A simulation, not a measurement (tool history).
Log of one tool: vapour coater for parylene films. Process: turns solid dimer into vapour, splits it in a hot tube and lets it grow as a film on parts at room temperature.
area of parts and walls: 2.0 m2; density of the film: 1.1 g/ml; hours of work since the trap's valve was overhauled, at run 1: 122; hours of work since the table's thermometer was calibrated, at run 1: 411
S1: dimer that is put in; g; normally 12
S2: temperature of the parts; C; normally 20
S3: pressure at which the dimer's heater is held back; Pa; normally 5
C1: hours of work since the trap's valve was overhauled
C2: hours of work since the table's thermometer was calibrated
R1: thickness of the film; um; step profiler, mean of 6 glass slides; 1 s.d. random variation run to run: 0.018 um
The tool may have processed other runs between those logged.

run	hour	S1	S2	S3	C1	C2	R1
1	0	12	20	5	122	411	2.47
2	7	12	20	5	127	416	2.48
3	16.9	12	20	5	134	423	2.46
4	28.1	12	20	5	142	431	2.46
5	36.6	12	20	5	147	437	2.44
6	43.5	12	26	5	152	442	1.87
7	56.1	12	26	5	161	450	1.84
8	71.1	12	30	5	171	461	1.56
9	83	12	30	5	180	469	1.58
10	100.1	12	30	5	192	481	1.52
11	107.2	12	30	5	196	486	1.54
12	121.6	6	20	5	206	496	1.21
13	133.1	6	20	5	214	504	1.21
14	144	6	20	5	222	511	1.2
15	151.3	12	20	5	227	516	2.38
16	165.9	12	20	5	237	527	2.4
17	175	12	20	11.38	244	533	2.07
18	184.6	12	20	11.38	250	540	2.01
19	196.5	17	20	5	258	548	3.31
20	209.1	10	28	5	267	557	1.4
21	221.4	11	24	5	276	565	1.82
22	230.4	10	16	5.54	282	571	2.31
# hour 245.4: trap's valve overhauled
23	247.3	10	16	5.54	1	580	2.5
24	262.3	10	16	5.54	12	591	2.51
# hour 264.7: table's thermometer calibrated
25	278.8	5	14	9.68	22	10	1.25
26	289.9	14	13	9.68	30	17	3.61
27	305.6	14	13	9.68	41	28	3.6
28	316.4	14	13	9.68	49	36	3.6
29	326.4	5	15	9.76	56	43	1.15
30	336.9	12	15	8.2	63	50	2.91
# hour 345.2: table's thermometer calibrated, once more
31	348.7	12	15	8.2	70	2	2.81
32	365.7	12	21	8.2	82	14	2.12
33	374.1	12	16	6.84	88	20	2.73
34	390.6	7	20	5	99	32	1.42
35	404	5	32	3.08	109	41	0.63
36	419.6	6	16	3.46	120	52	1.55
37	428.6	6	16	3.46	126	58	1.55

5 ways to go on from here, each from the tool as it stands after run 37. What would each give?
A	436.8	6	23	3.46	131	64	?
B	436.8	6	16	3.15	131	64	?
C	436.8	14	25	3.46	131	64	?
D	436.8	12	14	5	131	64	?
E	436.8	12	21	7	131	64	?

run	R1
A	1.13
B	1.58
C	2.42
D	3.17
E	2.15
With no hidden state in the tool, these same runs would have given:
run	R1
A	1.19
B	1.66
C	2.53
D	3.32
E	2.25
